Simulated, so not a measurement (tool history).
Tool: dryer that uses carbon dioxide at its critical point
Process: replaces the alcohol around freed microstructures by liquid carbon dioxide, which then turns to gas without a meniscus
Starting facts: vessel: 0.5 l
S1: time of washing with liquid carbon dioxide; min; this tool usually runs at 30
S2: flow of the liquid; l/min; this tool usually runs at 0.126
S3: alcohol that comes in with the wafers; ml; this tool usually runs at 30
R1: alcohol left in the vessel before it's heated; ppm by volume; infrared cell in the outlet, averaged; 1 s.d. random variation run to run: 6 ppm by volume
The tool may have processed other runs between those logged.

run,hour,S1,S2,S3,R1
1,0.0,30,0.126,30,295
2,8.6,30,0.126,30,298
3,17.8,27,0.126,30,494
4,24.7,27,0.126,30,498
5,31.4,27,0.126,30,489
6,45.5,27,0.198,30,40
7,54.0,30,0.126,30,310
8,68.8,30,0.126,30,322
9,75.0,30,0.126,30,313
10,82.4,22,0.126,30,1229
11,96.0,22,0.126,30,1208
12,106.7,30,0.126,30,326
13,120.7,19,0.126,30,2139
14,132.9,19,0.193,30,352
15,146.7,22,0.084,36,5743
16,161.5,29,0.125,86,1105
17,169.0,30,0.126,27,307
# hour 176.3: inlet filter changed
18,177.9,30,0.126,27,220
19,184.5,30,0.126,87,693
20,192.4,30,0.126,87,676
21,203.1,41,0.126,30,56
22,209.2,30,0.126,119,943
23,219.7,32,0.126,30,190
24,229.2,22,0.188,30,140
25,238.5,22,0.188,30,152

4 options for the next run, each taken on its own from the tool as it stands now. Forecast them:
A,253.1,22,0.095,87,?
B,253.1,47,0.090,43,?
C,253.1,30,0.138,51,?
D,253.1,19,0.176,47,?

run,R1
A,8556
B,214
C,258
D,683
Stripped of hidden state, with their random variation kept, the same runs would have yielded:
run,R1
A,8259
B,182
C,223
D,628
